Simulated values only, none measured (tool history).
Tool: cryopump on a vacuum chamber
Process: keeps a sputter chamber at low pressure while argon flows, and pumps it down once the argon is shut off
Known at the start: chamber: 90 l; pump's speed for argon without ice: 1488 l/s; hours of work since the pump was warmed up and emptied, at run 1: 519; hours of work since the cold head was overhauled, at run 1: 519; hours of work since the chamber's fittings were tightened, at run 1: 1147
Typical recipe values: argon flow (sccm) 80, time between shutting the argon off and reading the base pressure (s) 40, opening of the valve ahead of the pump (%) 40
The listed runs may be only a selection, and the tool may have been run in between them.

| run | hour | argon flow (sccm) | time between shutting the argon off and reading the base pressure (s) | opening of the valve ahead of the pump (%) | hours of work since the pump was warmed up and emptied | hours of work since the cold head was overhauled | hours of work since the chamber's fittings were tightened | pressure while argon flows (Pa) | pressure after the wait (uPa) |
|---|---|---|---|---|---|---|---|---|---|
| 1 | 0 | 80 | 40 | 40 | 519 | 519 | 1147 | 0.2378 | 1.37 |
| 2 | 26.3 | 80 | 22 | 40 | 541 | 541 | 1169 | 0.2358 | 2.04 |
| 3 | 48.8 | 80 | 40 | 40 | 561 | 561 | 1189 | 0.2377 | 1.36 |
| 4 | 72.5 | 80 | 40 | 40 | 581 | 581 | 1209 | 0.2389 | 1.33 |
| 5 | 90.3 | 80 | 256 | 40 | 596 | 596 | 1224 | 0.2392 | 0.7 |
| 6 | 118.9 | 80 | 40 | 44 | 621 | 621 | 1249 | 0.2179 | 1.37 |
| 7 | 138.3 | 80 | 40 | 44 | 638 | 638 | 1266 | 0.2172 | 1.38 |
| 8 | 155.8 | 80 | 40 | 44 | 653 | 653 | 1281 | 0.2194 | 1.28 |
| 9 | 174.9 | 80 | 40 | 44 | 669 | 669 | 1297 | 0.2197 | 1.37 |
| 10 | 195.2 | 80 | 40 | 44 | 686 | 686 | 1315 | 0.2211 | 1.36 |
| 11 | 222.5 | 80 | 40 | 44 | 710 | 710 | 1338 | 0.223 | 1.39 |
|  | 249.7 | leaking fittings of the chamber tightened, without venting |
| 12 | 249.7 | 80 | 40 | 17 | 732 | 732 | 0 | 0.546 | 1.08 |
| 13 | 278.9 | 80 | 89 | 40 | 757 | 757 | 25 | 0.2409 | 0.63 |
| 14 | 303.6 | 80 | 89 | 40 | 778 | 778 | 46 | 0.2431 | 0.64 |
| 15 | 322.5 | 80 | 40 | 40 | 794 | 794 | 63 | 0.241 | 1.13 |
| 16 | 349 | 80 | 40 | 29 | 817 | 817 | 85 | 0.3281 | 1.08 |
| 17 | 367.5 | 34 | 223 | 40 | 833 | 833 | 101 | 0.1038 | 0.45 |
| 18 | 391.8 | 34 | 223 | 40 | 854 | 854 | 122 | 0.103 | 0.44 |
| 19 | 409.3 | 143 | 222 | 19 | 869 | 869 | 137 | 0.8837 | 0.47 |
| 20 | 436.6 | 80 | 45 | 50 | 892 | 892 | 161 | 0.2001 | 1.06 |
| 21 | 465 | 127 | 110 | 40 | 916 | 916 | 185 | 0.3882 | 0.59 |
| 22 | 489.8 | 92 | 56 | 53 | 938 | 938 | 206 | 0.2185 | 0.9 |
| 23 | 505.8 | 80 | 23 | 37 | 951 | 951 | 220 | 0.2649 | 1.75 |
| 24 | 536 | 44 | 81 | 23 | 977 | 977 | 246 | 0.2271 | 0.73 |
| 25 | 557 | 58 | 51 | 18 | 995 | 995 | 264 | 0.3823 | 0.97 |
| 26 | 571 | 87 | 40 | 43 | 1007 | 1007 | 276 | 0.254 | 1.16 |
| 27 | 586.6 | 60 | 32 | 26 | 1021 | 1021 | 289 | 0.2794 | 1.33 |
| 28 | 613.7 | 104 | 160 | 40 | 1044 | 1044 | 313 | 0.3226 | 0.58 |
| 29 | 643.4 | 104 | 160 | 40 | 1070 | 1070 | 338 | 0.3243 | 0.57 |
|  | 661.8 | pump warmed up, emptied and cooled again |
| 30 | 678.1 | 35 | 160 | 20 | 14 | 1095 | 364 | 0.1991 | 0.53 |
| 31 | 701.3 | 35 | 116 | 16 | 34 | 1115 | 384 | 0.2501 | 0.59 |

4 ways to go on from here, each from the tool as it stands after run 31. What would each give?
| A | 716.4 | 80 | 62 | 40 | 47 | 1128 | 396 | ? | ? |
| B | 716.4 | 70 | 116 | 16 | 47 | 1128 | 396 | ? | ? |
| C | 716.4 | 80 | 40 | 27 | 47 | 1128 | 396 | ? | ? |
| D | 716.4 | 80 | 52 | 46 | 47 | 1128 | 396 | ? | ? |

| run | pressure while argon flows (Pa) | pressure after the wait (uPa) |
|---|---|---|
| A | 0.2298 | 0.87 |
| B | 0.4971 | 0.62 |
| C | 0.3386 | 1.11 |
| D | 0.199 | 0.93 |
Stripped of hidden state, with their random variation kept, the same runs would have yielded:
| run | pressure while argon flows (Pa) | pressure after the wait (uPa) |
|---|---|---|
| A | 0.2265 | 0.74 |
| B | 0.4942 | 0.49 |
| C | 0.3353 | 0.98 |
| D | 0.1958 | 0.8 |

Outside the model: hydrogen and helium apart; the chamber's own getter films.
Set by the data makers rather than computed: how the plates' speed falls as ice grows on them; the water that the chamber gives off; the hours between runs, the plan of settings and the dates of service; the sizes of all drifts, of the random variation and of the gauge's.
